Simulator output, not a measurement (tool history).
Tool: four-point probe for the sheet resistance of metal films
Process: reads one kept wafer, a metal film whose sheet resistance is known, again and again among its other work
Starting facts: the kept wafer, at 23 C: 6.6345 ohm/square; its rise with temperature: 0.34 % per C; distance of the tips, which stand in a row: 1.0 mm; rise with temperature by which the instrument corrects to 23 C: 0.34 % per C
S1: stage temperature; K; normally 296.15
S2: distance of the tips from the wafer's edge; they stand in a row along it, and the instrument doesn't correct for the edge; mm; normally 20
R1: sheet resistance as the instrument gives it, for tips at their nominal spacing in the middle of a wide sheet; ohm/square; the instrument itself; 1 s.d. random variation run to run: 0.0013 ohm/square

run 1 hour=0 | S1=296.15 S2=20 | R1=6.587765
run 2 hour=40.5 | S1=296.15 S2=20 | R1=6.582953
run 3 hour=101 | S1=296.15 S2=20 | R1=6.583354
run 4 hour=180.7 | S1=296.15 S2=20 | R1=6.580789
run 5 hour=218 | S1=296.15 S2=20 | R1=6.579276
run 6 hour=297.4 | S1=307.15 S2=20 | R1=6.579332
run 7 hour=366 | S1=307.15 S2=20 | R1=6.576284
-- hour=373.9 stage's thermometer calibrated
run 8 hour=420.7 | S1=297.15 S2=3 | R1=6.930008
run 9 hour=457.2 | S1=296.15 S2=14 | R1=6.578082
run 10 hour=521.4 | S1=296.15 S2=6 | R1=6.658986
run 11 hour=607.6 | S1=296.15 S2=6 | R1=6.655125

Run 12, settings as shown, results not yet in. Your forecast:
run 12 hour=652.5 | S1=308.15 S2=6 | R1=?

R1: 6.655086 ohm/square
Without the tool's hidden state the same run would have given R1 6.734039 ohm/square.

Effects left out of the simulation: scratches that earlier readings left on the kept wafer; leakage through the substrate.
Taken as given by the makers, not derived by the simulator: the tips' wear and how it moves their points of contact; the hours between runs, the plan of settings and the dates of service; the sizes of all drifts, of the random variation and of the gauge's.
